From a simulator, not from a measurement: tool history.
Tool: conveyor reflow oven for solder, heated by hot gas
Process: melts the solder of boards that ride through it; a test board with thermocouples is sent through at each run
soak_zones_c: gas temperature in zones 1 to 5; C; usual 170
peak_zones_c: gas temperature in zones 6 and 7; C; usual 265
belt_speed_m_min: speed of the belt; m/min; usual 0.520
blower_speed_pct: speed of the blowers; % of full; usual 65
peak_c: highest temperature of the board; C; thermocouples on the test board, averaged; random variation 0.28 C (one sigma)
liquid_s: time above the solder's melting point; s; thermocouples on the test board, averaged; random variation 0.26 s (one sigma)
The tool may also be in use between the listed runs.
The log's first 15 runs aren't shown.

run	hour	soak_zones_c	peak_zones_c	belt_speed_m_min	blower_speed_pct	hours of work since the flux was cleaned out	hours of work since the belt drive was overhauled	hours of work since the thermocouples were changed	peak_c	liquid_s
16	183.1	170	277	0.520	59	28	273	152	254.9	52.4
17	190.5	170	265	0.602	65	32	277	155	241.5	34.6
18	198.9	170	265	0.584	65	36	281	159	241.7	36.9
19	207.2	170	265	0.584	65	40	285	164	242.4	37.1
20	223.3	169	260	0.584	65	48	293	171	237.6	32.4
21	235.4	170	259	0.520	65	54	299	177	241.7	41.9
22	248.5	182	274	0.582	62	60	305	184	251.8	47.0
23	264.0	182	274	0.582	62	68	313	191	251.2	47.1
24	275.6	174	266	0.513	62	73	318	197	247.2	49.1
25	287.9	170	265	0.472	58	80	324	203	247.1	52.1
26	301.9	170	279	0.520	68	86	331	210	258.9	55.1
27	316.6	170	279	0.575	68	94	339	217	255.1	46.3
28	330.3	170	279	0.575	68	100	345	224	254.8	46.8
29	344.9	170	279	0.575	68	108	352	231	254.7	46.5
30	352.7	172	260	0.435	54	111	356	235	244.8	54.9
31	360.7	172	260	0.435	54	115	360	239	244.1	54.7
32	375.7	170	261	0.512	65	123	368	246	242.8	44.3

3 ways to go on from here, each from the tool as it stands after run 32. What would each give?
A	389.9	170	261	0.512	64	130	375	253	?	?
B	389.9	170	265	0.520	62	130	375	253	?	?
C	389.9	170	264	0.512	57	130	375	253	?	?

run	peak_c	liquid_s
A	242.6	43.6
B	244.9	44.2
C	242.7	42.8
Without the tool's hidden state the same runs would have given:
run	peak_c	liquid_s
A	244.2	44.8
B	246.5	45.3
C	244.2	44.0

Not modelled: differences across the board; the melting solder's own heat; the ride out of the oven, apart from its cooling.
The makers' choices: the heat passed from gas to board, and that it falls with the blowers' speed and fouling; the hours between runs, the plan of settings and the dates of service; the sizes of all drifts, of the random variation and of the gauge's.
